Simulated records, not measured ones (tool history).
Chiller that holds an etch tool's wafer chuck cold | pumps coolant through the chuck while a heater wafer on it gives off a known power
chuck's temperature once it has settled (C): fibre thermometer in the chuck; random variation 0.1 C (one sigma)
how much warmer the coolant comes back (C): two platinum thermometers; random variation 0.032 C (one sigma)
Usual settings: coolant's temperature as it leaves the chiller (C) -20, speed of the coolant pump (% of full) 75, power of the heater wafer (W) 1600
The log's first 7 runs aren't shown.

| run | hour | coolant's temperature as it leaves the chiller (C) | speed of the coolant pump (% of full) | power of the heater wafer (W) | chuck's temperature once it has settled (C) | how much warmer the coolant comes back (C) |
|---|---|---|---|---|---|---|
| 8 | 164.9 | -20 | 79 | 1600 | -3.6 | 3.76 |
| 9 | 199.8 | -20 | 60 | 1600 | 0.5 | 5.08 |
| 10 | 220.8 | -20 | 60 | 1600 | 0.4 | 5.02 |
| 11 | 240.6 | -20 | 60 | 1600 | 0.3 | 5.04 |
| 12 | 274.7 | -20 | 75 | 1600 | -2.8 | 3.99 |
| 13 | 290.0 | -20 | 75 | 1600 | -2.7 | 3.94 |
| 14 | 321.1 | -20 | 75 | 1600 | -2.8 | 3.97 |
| 15 | 350.4 | -27 | 75 | 1600 | -9.7 | 4.02 |
| 16 | 386.2 | -27 | 75 | 1600 | -9.6 | 3.93 |
| 17 | 417.4 | -20 | 65 | 1696 | 0.5 | 4.94 |
| 18 | 435.0 | -14 | 98 | 1510 | -0.8 | 2.81 |
| 19 | 453.3 | -14 | 98 | 1510 | -1.0 | 2.84 |
| 20 | 486.0 | -20 | 83 | 1757 | -2.5 | 3.93 |
| 21 | 513.4 | -19 | 75 | 1103 | -7.0 | 2.71 |
| 22 | 536.5 | -15 | 75 | 1934 | 5.7 | 4.84 |
| 23 | 554.6 | -30 | 75 | 1600 | -12.7 | 3.95 |
| 24 | 577.2 | -27 | 80 | 1600 | -10.6 | 3.68 |
| 25 | 603.6 | -20 | 81 | 1220 | -7.7 | 2.83 |
| 26 | 625.2 | -20 | 76 | 1750 | -1.2 | 4.27 |
| 27 | 649.6 | -20 | 75 | 868 | -10.5 | 2.13 |
| 28 | 679.2 | -20 | 66 | 1015 | -7.8 | 2.91 |
| 29 | 696.1 | -20 | 68 | 987 | -8.2 | 2.72 |
| 30 | 714.8 | -18 | 63 | 1741 | 3.8 | 5.25 |
| 31 | 733.1 | -24 | 88 | 1600 | -8.6 | 3.36 |

Forecast each of these 5 alternatives for the next run:
| A | 755.0 | -24 | 88 | 1600 | ? | ? |
| B | 755.0 | -17 | 75 | 913 | ? | ? |
| C | 755.0 | -13 | 88 | 2364 | ? | ? |
| D | 755.0 | -28 | 80 | 1285 | ? | ? |
| E | 755.0 | -24 | 88 | 1600 | ? | ? |

| run | chuck's temperature once it has settled (C) | how much warmer the coolant comes back (C) |
|---|---|---|
| A | -8.6 | 3.41 |
| B | -7.0 | 2.30 |
| C | 9.5 | 4.96 |
| D | -14.7 | 2.91 |
| E | -8.8 | 3.37 |
Without the tool's hidden state the same runs would have given:
| run | chuck's temperature once it has settled (C) | how much warmer the coolant comes back (C) |
|---|---|---|
| A | -11.8 | 3.34 |
| B | -9.1 | 2.26 |
| C | 4.8 | 4.86 |
| D | -17.4 | 2.84 |
| E | -12.0 | 3.30 |

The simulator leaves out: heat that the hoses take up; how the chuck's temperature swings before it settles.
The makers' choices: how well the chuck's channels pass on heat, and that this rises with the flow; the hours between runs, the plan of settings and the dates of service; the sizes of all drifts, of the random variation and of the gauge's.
